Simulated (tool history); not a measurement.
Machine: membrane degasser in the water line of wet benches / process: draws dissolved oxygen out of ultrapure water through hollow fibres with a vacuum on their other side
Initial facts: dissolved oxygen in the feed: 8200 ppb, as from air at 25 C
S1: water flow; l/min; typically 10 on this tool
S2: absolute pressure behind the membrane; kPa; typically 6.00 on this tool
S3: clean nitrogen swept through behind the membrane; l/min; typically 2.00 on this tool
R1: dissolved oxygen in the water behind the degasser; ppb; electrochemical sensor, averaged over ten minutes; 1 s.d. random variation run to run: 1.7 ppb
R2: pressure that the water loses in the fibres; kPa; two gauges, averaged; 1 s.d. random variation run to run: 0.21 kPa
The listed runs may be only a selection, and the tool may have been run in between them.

{"run": 1, "hour": 0.0, "S1": 10, "S2": 6.0, "S3": 2.0, "R1": 176.4, "R2": 49.65}
{"run": 2, "hour": 144.8, "S1": 10, "S2": 13.45, "S3": 2.0, "R1": 262.1, "R2": 49.71}
{"run": 3, "hour": 268.9, "S1": 10, "S2": 13.45, "S3": 2.0, "R1": 262.4, "R2": 49.74}
{"run": 4, "hour": 409.9, "S1": 10, "S2": 6.0, "S3": 2.0, "R1": 172.0, "R2": 50.02}
{"run": 5, "hour": 512.9, "S1": 9, "S2": 6.0, "S3": 2.0, "R1": 140.8, "R2": 45.12}
{"run": 6, "hour": 573.3, "S1": 10, "S2": 6.0, "S3": 3.2, "R1": 164.4, "R2": 50.04}
{"run": 7, "hour": 640.0, "S1": 10, "S2": 6.0, "S3": 3.2, "R1": 164.6, "R2": 50.24}
{"run": 8, "hour": 716.8, "S1": 10, "S2": 6.0, "S3": 3.2, "R1": 164.8, "R2": 49.93}
{"run": 9, "hour": 800.5, "S1": 10, "S2": 6.0, "S3": 0.91, "R1": 215.1, "R2": 50.09}
{"run": 10, "hour": 870.5, "S1": 10, "S2": 6.0, "S3": 0.91, "R1": 215.0, "R2": 50.08}
{"run": 11, "hour": 982.7, "S1": 10, "S2": 6.0, "S3": 0.91, "R1": 215.3, "R2": 50.0}
{"hour": 1042.5, "done": "vacuum gauge calibrated"}
{"run": 12, "hour": 1052.5, "S1": 10, "S2": 6.0, "S3": 0.91, "R1": 211.0, "R2": 49.76}
{"run": 13, "hour": 1117.8, "S1": 13, "S2": 6.0, "S3": 2.0, "R1": 288.7, "R2": 64.64}
{"run": 14, "hour": 1185.8, "S1": 10, "S2": 7.95, "S3": 2.0, "R1": 201.7, "R2": 50.2}
{"run": 15, "hour": 1318.5, "S1": 10, "S2": 7.95, "S3": 0.97, "R1": 256.6, "R2": 50.1}
{"run": 16, "hour": 1419.8, "S1": 10, "S2": 6.0, "S3": 2.0, "R1": 177.3, "R2": 50.31}
{"run": 17, "hour": 1523.1, "S1": 10, "S2": 8.45, "S3": 2.0, "R1": 209.9, "R2": 50.57}
{"run": 18, "hour": 1601.8, "S1": 7, "S2": 7.38, "S3": 2.0, "R1": 94.6, "R2": 35.18}
{"run": 19, "hour": 1712.8, "S1": 7, "S2": 6.0, "S3": 2.0, "R1": 84.0, "R2": 35.1}
{"run": 20, "hour": 1815.3, "S1": 11, "S2": 4.07, "S3": 1.44, "R1": 195.9, "R2": 54.83}
{"run": 21, "hour": 1939.2, "S1": 8, "S2": 6.0, "S3": 2.0, "R1": 113.9, "R2": 40.35}
{"run": 22, "hour": 2062.2, "S1": 7, "S2": 4.48, "S3": 3.49, "R1": 66.6, "R2": 35.26}
{"run": 23, "hour": 2200.6, "S1": 6, "S2": 6.0, "S3": 2.9, "R1": 53.4, "R2": 30.27}
{"run": 24, "hour": 2324.4, "S1": 9, "S2": 4.83, "S3": 2.0, "R1": 132.8, "R2": 45.19}
{"run": 25, "hour": 2384.6, "S1": 9, "S2": 4.83, "S3": 2.0, "R1": 135.2, "R2": 45.26}
{"run": 26, "hour": 2509.5, "S1": 12, "S2": 10.12, "S3": 0.95, "R1": 413.8, "R2": 60.4}
{"run": 27, "hour": 2635.7, "S1": 13, "S2": 13.99, "S3": 0.95, "R1": 581.8, "R2": 65.64}
{"run": 28, "hour": 2707.1, "S1": 13, "S2": 13.99, "S3": 0.95, "R1": 555.4, "R2": 65.74}
{"run": 29, "hour": 2837.0, "S1": 8, "S2": 6.0, "S3": 1.33, "R1": 128.3, "R2": 40.07}
{"run": 30, "hour": 2970.1, "S1": 8, "S2": 6.0, "S3": 1.33, "R1": 129.8, "R2": 40.09}
{"run": 31, "hour": 3069.8, "S1": 8, "S2": 6.0, "S3": 1.33, "R1": 128.0, "R2": 40.5}
{"run": 32, "hour": 3195.5, "S1": 10, "S2": 3.85, "S3": 2.0, "R1": 158.1, "R2": 50.69}

4 ways to go on from here, each from the tool as it stands after run 32. What would each give?
{"run": "A", "hour": 3282.2, "S1": 10, "S2": 3.85, "S3": 1.98, "R1": "?", "R2": "?"}
{"run": "B", "hour": 3282.2, "S1": 7, "S2": 3.85, "S3": 2.0, "R1": "?", "R2": "?"}
{"run": "C", "hour": 3282.2, "S1": 12, "S2": 5.73, "S3": 1.23, "R1": "?", "R2": "?"}
{"run": "D", "hour": 3282.2, "S1": 6, "S2": 3.93, "S3": 1.39, "R1": "?", "R2": "?"}

run=A R1=156.9 R2=50.48
run=B R1=66.3 R2=35.33
run=C R1=278.2 R2=60.55
run=D R1=47.2 R2=30.33
Had the tool no hidden state, the same runs would have come out as:
run=A R1=142.1 R2=49.30
run=B R1=58.6 R2=34.51
run=C R1=257.5 R2=59.13
run=D R1=41.3 R2=29.62
